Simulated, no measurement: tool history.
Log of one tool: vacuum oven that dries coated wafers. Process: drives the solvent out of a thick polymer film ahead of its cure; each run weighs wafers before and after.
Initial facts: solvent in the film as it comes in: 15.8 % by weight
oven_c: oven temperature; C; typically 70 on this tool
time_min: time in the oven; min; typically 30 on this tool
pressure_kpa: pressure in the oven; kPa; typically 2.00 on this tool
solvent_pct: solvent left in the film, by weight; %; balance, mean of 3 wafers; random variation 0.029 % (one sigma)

run   hour  oven_c  time_min  pressure_kpa  solvent_pct
  1    0.0      70        30          2.00         1.43
  2   34.2      70        30          2.00         1.52
  3   66.8      70        30          2.00         1.43
  4  103.4      70        26          2.00         1.73
  5  132.3      70        30          1.41         1.26
  6  169.8      70        30          1.41         1.27
  7  214.2      70        30          1.47         1.27
  8  249.8      70        30          2.00         1.42
  9  285.9      70        30          2.78         1.82
 10  338.6      70        49          2.00         1.10
 11  400.6      70        49          2.00         1.13
 12  454.5      74        30          1.26         0.84
 13  484.5      74        30          1.26         0.87
 14  542.2      74        30          1.26         0.87
 15  588.8      74        51          1.07         0.58
 16  619.7      66        30          2.00         2.00
 17  652.2      61        30          1.23         2.54
 18  692.6      70        20          2.00         2.40
 19  719.4      70        20          2.00         2.41
 20  751.4      60        47          3.39         2.93
 21  779.8      60        47          3.39         2.97
 22  837.3      80        54          2.58         0.90

Here are 5 independent what-if runs from the current tool condition. What would each one return?
  A  864.8      69        54          2.58            ?
  B  864.8      80        39          2.58            ?
  C  864.8      55        26          1.68            ?
  D  864.8      75        22          2.00            ?
  E  864.8      80        18          1.69            ?

run  solvent_pct
  A         1.38
  B         0.85
  C         4.62
  D         1.48
  E         1.17
With the hidden condition removed and each run's random variation left untouched, the same runs would have given:
run  solvent_pct
  A         1.17
  B         0.72
  C         4.47
  D         1.39
  E         1.10
